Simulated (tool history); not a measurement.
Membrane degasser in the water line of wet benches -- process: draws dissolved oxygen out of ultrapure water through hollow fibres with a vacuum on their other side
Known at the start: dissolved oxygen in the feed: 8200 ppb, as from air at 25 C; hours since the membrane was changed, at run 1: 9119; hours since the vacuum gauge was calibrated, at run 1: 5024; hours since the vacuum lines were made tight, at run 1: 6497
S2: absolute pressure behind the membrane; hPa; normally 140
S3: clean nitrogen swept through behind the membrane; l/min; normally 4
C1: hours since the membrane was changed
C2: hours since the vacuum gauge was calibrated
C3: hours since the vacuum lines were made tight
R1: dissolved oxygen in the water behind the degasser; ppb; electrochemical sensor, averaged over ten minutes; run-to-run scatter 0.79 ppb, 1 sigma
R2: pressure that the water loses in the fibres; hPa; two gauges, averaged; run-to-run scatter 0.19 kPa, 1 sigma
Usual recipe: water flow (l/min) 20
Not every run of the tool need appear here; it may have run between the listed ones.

{"run": 1, "day": 0.0, "water flow (l/min)": 20, "S2": 140, "S3": 4, "C1": 9119, "C2": 5024, "C3": 6497, "R1": 143.7, "R2": 401}
{"day": 1.812, "done": "vacuum gauge calibrated"}
{"run": 2, "day": 6.192, "water flow (l/min)": 20, "S2": 140, "S3": 4, "C1": 9268, "C2": 105, "C3": 6645, "R1": 143.5, "R2": 403.5}
{"run": 3, "day": 11.946, "water flow (l/min)": 20, "S2": 140, "S3": 4, "C1": 9406, "C2": 243, "C3": 6783, "R1": 141.8, "R2": 404.1}
{"run": 4, "day": 19.362, "water flow (l/min)": 20, "S2": 140, "S3": 4, "C1": 9584, "C2": 421, "C3": 6961, "R1": 142.4, "R2": 404.7}
{"run": 5, "day": 24.408, "water flow (l/min)": 20, "S2": 140, "S3": 4, "C1": 9705, "C2": 542, "C3": 7082, "R1": 142.4, "R2": 404.4}
{"day": 26.054, "done": "seals of the vacuum lines changed"}
{"run": 6, "day": 30.338, "water flow (l/min)": 16, "S2": 140, "S3": 4, "C1": 9845, "C2": 683, "C3": 103, "R1": 111.3, "R2": 320.1}
{"run": 7, "day": 36.108, "water flow (l/min)": 16, "S2": 140, "S3": 4, "C1": 9984, "C2": 821, "C3": 241, "R1": 111.6, "R2": 320.6}
{"run": 8, "day": 46.625, "water flow (l/min)": 16, "S2": 140, "S3": 4, "C1": 10236, "C2": 1074, "C3": 494, "R1": 112.2, "R2": 324.7}
{"run": 9, "day": 56.946, "water flow (l/min)": 16, "S2": 140, "S3": 4, "C1": 10484, "C2": 1321, "C3": 741, "R1": 112, "R2": 326.5}
{"run": 10, "day": 64.329, "water flow (l/min)": 16, "S2": 140, "S3": 2.92, "C1": 10661, "C2": 1498, "C3": 919, "R1": 149.1, "R2": 326.6}
{"run": 11, "day": 73.304, "water flow (l/min)": 16, "S2": 140, "S3": 2.92, "C1": 10876, "C2": 1714, "C3": 1134, "R1": 147.2, "R2": 325.5}
{"run": 12, "day": 84.433, "water flow (l/min)": 16, "S2": 140, "S3": 2.92, "C1": 11143, "C2": 1981, "C3": 1401, "R1": 147.5, "R2": 323.4}
{"run": 13, "day": 91.546, "water flow (l/min)": 16, "S2": 140, "S3": 2.92, "C1": 11314, "C2": 2152, "C3": 1572, "R1": 147.1, "R2": 322.1}
{"run": 14, "day": 102.988, "water flow (l/min)": 20, "S2": 140, "S3": 4, "C1": 11589, "C2": 2426, "C3": 1846, "R1": 141.1, "R2": 401.1}
{"day": 109.617, "done": "membrane cartridge changed"}
{"run": 15, "day": 109.617, "water flow (l/min)": 20, "S2": 140, "S3": 4, "C1": 0, "C2": 2581, "C3": 2001, "R1": 141.9, "R2": 403}
{"run": 16, "day": 120.438, "water flow (l/min)": 20, "S2": 140, "S3": 4, "C1": 260, "C2": 2841, "C3": 2261, "R1": 141.3, "R2": 399.4}
{"run": 17, "day": 129.688, "water flow (l/min)": 30, "S2": 140, "S3": 2.03, "C1": 482, "C2": 3063, "C3": 2483, "R1": 385.8, "R2": 601.9}
{"run": 18, "day": 137.975, "water flow (l/min)": 28, "S2": 266, "S3": 4, "C1": 681, "C2": 3262, "C3": 2682, "R1": 397.6, "R2": 563.8}
{"run": 19, "day": 143.958, "water flow (l/min)": 13, "S2": 90, "S3": 7.05, "C1": 824, "C2": 3405, "C3": 2826, "R1": 29.6, "R2": 262.6}
{"run": 20, "day": 150.808, "water flow (l/min)": 13, "S2": 93, "S3": 4.76, "C1": 989, "C2": 3570, "C3": 2990, "R1": 43.7, "R2": 261.1}
{"run": 21, "day": 158.479, "water flow (l/min)": 20, "S2": 140, "S3": 2.23, "C1": 1173, "C2": 3754, "C3": 3174, "R1": 231.2, "R2": 404.5}
{"run": 22, "day": 164.0, "water flow (l/min)": 20, "S2": 179, "S3": 7.29, "C1": 1305, "C2": 3887, "C3": 3307, "R1": 110.5, "R2": 399.4}
{"run": 23, "day": 169.733, "water flow (l/min)": 21, "S2": 140, "S3": 4.66, "C1": 1443, "C2": 4024, "C3": 3444, "R1": 131.1, "R2": 423.6}
{"run": 24, "day": 177.708, "water flow (l/min)": 21, "S2": 136, "S3": 4.66, "C1": 1634, "C2": 4215, "C3": 3636, "R1": 127.1, "R2": 423.7}
{"run": 25, "day": 186.708, "water flow (l/min)": 15, "S2": 114, "S3": 4.09, "C1": 1850, "C2": 4432, "C3": 3852, "R1": 78.4, "R2": 301.9}
{"run": 26, "day": 198.308, "water flow (l/min)": 18, "S2": 336, "S3": 8.39, "C1": 2129, "C2": 4710, "C3": 4130, "R1": 165.1, "R2": 361.7}
{"run": 27, "day": 204.996, "water flow (l/min)": 22, "S2": 85, "S3": 5.07, "C1": 2289, "C2": 4870, "C3": 4291, "R1": 72.6, "R2": 441.7}
{"run": 28, "day": 210.029, "water flow (l/min)": 19, "S2": 140, "S3": 4, "C1": 2410, "C2": 4991, "C3": 4411, "R1": 132.1, "R2": 386}
{"day": 213.042, "done": "vacuum gauge calibrated"}
{"run": 29, "day": 216.762, "water flow (l/min)": 20, "S2": 101, "S3": 4, "C1": 2571, "C2": 89, "C3": 4573, "R1": 94.1, "R2": 402.3}
{"run": 30, "day": 224.646, "water flow (l/min)": 20, "S2": 101, "S3": 4, "C1": 2760, "C2": 278, "C3": 4762, "R1": 93.6, "R2": 403.4}
{"run": 31, "day": 231.329, "water flow (l/min)": 15, "S2": 203, "S3": 6.42, "C1": 2921, "C2": 439, "C3": 4922, "R1": 101.9, "R2": 301.8}
{"run": 32, "day": 241.275, "water flow (l/min)": 14, "S2": 200, "S3": 5.22, "C1": 3159, "C2": 678, "C3": 5161, "R1": 113.8, "R2": 283.9}

Consider 4 possible next runs. They are alternatives, not a sequence: every one starts from the tool as it was left by run 32. What does each give?
{"run": "A", "day": 251.254, "water flow (l/min)": 19, "S2": 265, "S3": 3.85, "C1": 3399, "C2": 917, "C3": 5400, "R1": "?", "R2": "?"}
{"run": "B", "day": 251.254, "water flow (l/min)": 15, "S2": 267, "S3": 2.91, "C1": 3399, "C2": 917, "C3": 5400, "R1": "?", "R2": "?"}
{"run": "C", "day": 251.254, "water flow (l/min)": 26, "S2": 99, "S3": 11.97, "C1": 3399, "C2": 917, "C3": 5400, "R1": "?", "R2": "?"}
{"run": "D", "day": 251.254, "water flow (l/min)": 14, "S2": 294, "S3": 5.22, "C1": 3399, "C2": 917, "C3": 5400, "R1": "?", "R2": "?"}

run=A R1=278.1 R2=387.1
run=B R1=284.3 R2=303.9
run=C R1=61.3 R2=524.8
run=D R1=170.9 R2=280.3
With no hidden state in the tool, these same runs would have given:
run=A R1=284.4 R2=387
run=B R1=290.7 R2=303.8
run=C R1=62.6 R2=524.6
run=D R1=174.7 R2=280.2

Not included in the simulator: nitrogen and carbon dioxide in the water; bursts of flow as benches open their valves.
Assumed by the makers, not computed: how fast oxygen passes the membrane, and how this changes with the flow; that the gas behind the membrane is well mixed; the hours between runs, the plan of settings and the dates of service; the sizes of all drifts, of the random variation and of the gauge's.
